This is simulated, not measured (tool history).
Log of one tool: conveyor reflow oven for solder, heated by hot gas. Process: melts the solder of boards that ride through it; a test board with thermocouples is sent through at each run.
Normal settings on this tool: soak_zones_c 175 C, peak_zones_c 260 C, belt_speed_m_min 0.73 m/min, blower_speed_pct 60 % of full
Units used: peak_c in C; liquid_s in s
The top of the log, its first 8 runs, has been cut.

Run 9, hour 180.1: usual settings but soak_zones_c 176 C. Result: peak_c 239.6 C, liquid_s 37.8 s.
At hour 189.8: thermocouples of zones 6 and 7 changed.
Run 10, hour 198: usual settings. Result: peak_c 238 C, liquid_s 37.7 s.
Run 11, hour 217.4: usual settings but blower_speed_pct 76 % of full. Result: peak_c 242.8 C, liquid_s 42.4 s.
Run 12, hour 238: usual settings but blower_speed_pct 56 % of full. Result: peak_c 236.8 C, liquid_s 34.6 s.
Run 13, hour 265.3: usual settings. Result: peak_c 238.4 C, liquid_s 37.1 s.
Run 14, hour 293.2: usual settings. Result: peak_c 238.1 C, liquid_s 36.8 s.
Run 15, hour 312.5: usual settings. Result: peak_c 237.9 C, liquid_s 36.8 s.
Run 16, hour 343.6: usual settings. Result: peak_c 237.8 C, liquid_s 37.1 s.
Run 17, hour 371.4: usual settings but soak_zones_c 188 C, peak_zones_c 261 C. Result: peak_c 242.1 C, liquid_s 45.3 s.
Run 18, hour 387.9: usual settings but soak_zones_c 164 C, blower_speed_pct 56 % of full. Result: peak_c 233.6 C, liquid_s 28.6 s.
Run 19, hour 401.3: usual settings but belt_speed_m_min 0.684 m/min, blower_speed_pct 83 % of full. Result: peak_c 246.1 C, liquid_s 49.6 s.
Run 20, hour 419.1: usual settings but peak_zones_c 271 C, belt_speed_m_min 0.674 m/min, blower_speed_pct 50 % of full. Result: peak_c 245.7 C, liquid_s 47.4 s.
Run 21, hour 438: usual settings but soak_zones_c 170 C, peak_zones_c 261 C, belt_speed_m_min 0.675 m/min, blower_speed_pct 75 % of full. Result: peak_c 244.6 C, liquid_s 46.2 s.
Run 22, hour 457.7: usual settings but soak_zones_c 169 C, peak_zones_c 259 C. Result: peak_c 236.1 C, liquid_s 32.7 s.
Run 23, hour 485.5: usual settings but soak_zones_c 168 C, peak_zones_c 255 C, belt_speed_m_min 0.746 m/min, blower_speed_pct 67 % of full. Result: peak_c 233.9 C, liquid_s 29.8 s.
Run 24, hour 510.6: usual settings but soak_zones_c 189 C, peak_zones_c 256 C. Result: peak_c 238.5 C, liquid_s 42 s.
Run 25, hour 536.6: usual settings but soak_zones_c 189 C, peak_zones_c 256 C. Result: peak_c 238.3 C, liquid_s 42.6 s.
Run 26, hour 561.9: usual settings but belt_speed_m_min 0.618 m/min. Result: peak_c 243.9 C, liquid_s 51.9 s.
At hour 585.6: flux residue cleaned out of gas plates and filters.
Run 27, hour 585.6: usual settings but belt_speed_m_min 0.618 m/min. Result: peak_c 244.7 C, liquid_s 53.2 s.
Run 28, hour 609.7: usual settings but soak_zones_c 189 C, belt_speed_m_min 0.704 m/min. Result: peak_c 243.7 C, liquid_s 50.4 s.
Run 29, hour 626.3: usual settings but soak_zones_c 189 C, peak_zones_c 248 C, belt_speed_m_min 0.711 m/min. Result: peak_c 233.7 C, liquid_s 40 s.
Run 30, hour 653.3: usual settings but belt_speed_m_min 0.763 m/min, blower_speed_pct 86 % of full. Result: peak_c 244.3 C, liquid_s 42.5 s.
Run 31, hour 674.6: usual settings but soak_zones_c 179 C, belt_speed_m_min 0.597 m/min, blower_speed_pct 86 % of full. Result: peak_c 251 C, liquid_s 65.1 s.
Run 32, hour 688.5: usual settings but belt_speed_m_min 0.846 m/min, blower_speed_pct 67 % of full. Result: peak_c 236 C, liquid_s 28.9 s.

Consider 3 possible next runs. They are alternatives, not a sequence: every one starts from the tool as it was left by run 32. What does each give?
Run A, hour 714.6: usual settings but belt_speed_m_min 0.666 m/min. Result: peak_c ?, liquid_s ?.
Run B, hour 714.6: usual settings but peak_zones_c 253 C. Result: peak_c ?, liquid_s ?.
Run C, hour 714.6: usual settings but soak_zones_c 172 C. Result: peak_c ?, liquid_s ?.

run  peak_c  liquid_s
  A     242      46.2
  B   233.5      31.7
  C   238.5      36.7
Without the tool's unlogged condition, the same runs would have read:
run  peak_c  liquid_s
  A   241.2      44.3
  B   232.7      29.9
  C   237.6      34.9
